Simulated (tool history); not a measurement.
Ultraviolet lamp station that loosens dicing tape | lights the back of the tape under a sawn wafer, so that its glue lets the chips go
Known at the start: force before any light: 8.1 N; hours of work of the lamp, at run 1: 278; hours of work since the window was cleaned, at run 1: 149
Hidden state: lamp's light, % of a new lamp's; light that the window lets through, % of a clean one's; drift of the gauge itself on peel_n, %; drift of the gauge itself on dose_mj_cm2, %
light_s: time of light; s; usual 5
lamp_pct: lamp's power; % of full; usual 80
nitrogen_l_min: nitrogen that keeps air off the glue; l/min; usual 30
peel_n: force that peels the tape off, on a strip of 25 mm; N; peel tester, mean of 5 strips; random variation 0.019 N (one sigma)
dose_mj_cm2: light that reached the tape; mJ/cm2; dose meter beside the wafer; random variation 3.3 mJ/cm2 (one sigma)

| run | hour | light_s | lamp_pct | nitrogen_l_min | hours of work of the lamp | hours of work since the window was cleaned | peel_n | dose_mj_cm2 |
|---|---|---|---|---|---|---|---|---|
| 1 | 0 | 5 | 80 | 30 | 278 | 149 | 0.904 | 534 |
| 2 | 13.5 | 5 | 80 | 30 | 284 | 155 | 0.914 | 529 |
| 3 | 21.7 | 5 | 80 | 30 | 287 | 159 | 0.907 | 523 |
| 4 | 36.7 | 3 | 80 | 30 | 294 | 165 | 2.14 | 319 |
| 5 | 46.5 | 5 | 80 | 29 | 298 | 169 | 0.882 | 530 |
| 6 | 62.8 | 5 | 80 | 29 | 305 | 176 | 0.936 | 530 |
| 7 | 75.8 | 3 | 80 | 30 | 311 | 182 | 2.13 | 321 |
| 8 | 83.4 | 5 | 69 | 30 | 314 | 185 | 1.218 | 458 |
| 9 | 97.2 | 5 | 69 | 30 | 320 | 191 | 1.225 | 458 |
| 10 | 106.9 | 5 | 69 | 30 | 324 | 196 | 1.19 | 460 |
| 11 | 117.4 | 5 | 69 | 30 | 329 | 200 | 1.189 | 454 |
| 12 | 131.8 | 5 | 80 | 30 | 335 | 206 | 0.941 | 529 |
| 13 | 147 | 5 | 89 | 30 | 341 | 213 | 0.753 | 589 |
| 14 | 162.9 | 5 | 89 | 30 | 348 | 220 | 0.772 | 593 |
| 15 | 175.8 | 5 | 89 | 30 | 354 | 225 | 0.727 | 585 |
| 16 | 184.6 | 5 | 89 | 30 | 358 | 229 | 0.759 | 593 |
| 17 | 193 | 5 | 96 | 30 | 361 | 233 | 0.624 | 644 |
| 18 | 202.9 | 5 | 96 | 30 | 366 | 237 | 0.624 | 637 |
| 19 | 213.6 | 4 | 80 | 30 | 370 | 242 | 1.424 | 426 |
| 20 | 221.2 | 4 | 80 | 30 | 374 | 245 | 1.381 | 426 |
| 21 | 229.3 | 4 | 80 | 30 | 377 | 249 | 1.407 | 428 |
| 22 | 238.8 | 8 | 80 | 30 | 381 | 253 | 0.322 | 850 |
| 23 | 252.8 | 3 | 89 | 60 | 387 | 259 | 1.414 | 355 |
| 24 | 262.9 | 4 | 88 | 16 | 392 | 263 | 1.674 | 466 |
| 25 | 278.2 | 4 | 80 | 24 | 398 | 270 | 1.533 | 421 |
| 26 | 293.7 | 5 | 70 | 15 | 405 | 276 | 1.763 | 468 |
| 27 | 305.3 | 5 | 70 | 15 | 410 | 281 | 1.749 | 471 |
| 28 | 319.6 | 4 | 77 | 15 | 416 | 288 | 2.032 | 410 |
|  | 321.6 | window cleaned of glue's vapour |
| 29 | 334.2 | 4 | 77 | 15 | 422 | 5 | 2.037 | 411 |
| 30 | 345.6 | 2 | 63 | 15 | 427 | 10 | 4.561 | 168 |
| 31 | 354.5 | 2 | 63 | 15 | 431 | 14 | 4.486 | 169 |
| 32 | 370.7 | 2 | 63 | 15 | 438 | 21 | 4.509 | 166 |
| 33 | 380 | 2 | 82 | 51 | 442 | 25 | 2.804 | 221 |
| 34 | 393.6 | 5 | 80 | 42 | 448 | 31 | 0.767 | 532 |
| 35 | 403.1 | 5 | 80 | 42 | 452 | 35 | 0.758 | 533 |
| 36 | 412.3 | 8 | 80 | 42 | 456 | 39 | 0.275 | 857 |
| 37 | 423 | 8 | 67 | 42 | 461 | 44 | 0.395 | 716 |
| 38 | 432.8 | 3 | 79 | 20 | 465 | 48 | 2.457 | 314 |
| 39 | 445.3 | 5 | 62 | 32 | 470 | 54 | 1.407 | 414 |
| 40 | 456.4 | 2 | 86 | 20 | 475 | 58 | 3.509 | 227 |
| 41 | 471.7 | 2 | 86 | 20 | 482 | 65 | 3.469 | 234 |
| 42 | 481.2 | 2 | 86 | 20 | 486 | 69 | 3.402 | 229 |
| 43 | 492.4 | 5 | 70 | 11 | 491 | 74 | 2.045 | 462 |
| 44 | 508.3 | 5 | 70 | 11 | 498 | 81 | 1.975 | 457 |

Forecast each of these 3 alternatives for the next run:
| A | 523.8 | 3 | 91 | 11 | 504 | 88 | ? | ? |
| B | 523.8 | 5 | 95 | 11 | 504 | 88 | ? | ? |
| C | 523.8 | 2 | 70 | 23 | 504 | 88 | ? | ? |

| run | peel_n | dose_mj_cm2 |
|---|---|---|
| A | 2.679 | 364 |
| B | 1.274 | 636 |
| C | 4.028 | 188 |
Without the tool's hidden state the same runs would have given:
| run | peel_n | dose_mj_cm2 |
|---|---|---|
| A | 2.67 | 366 |
| B | 1.267 | 639 |
| C | 4.019 | 188 |
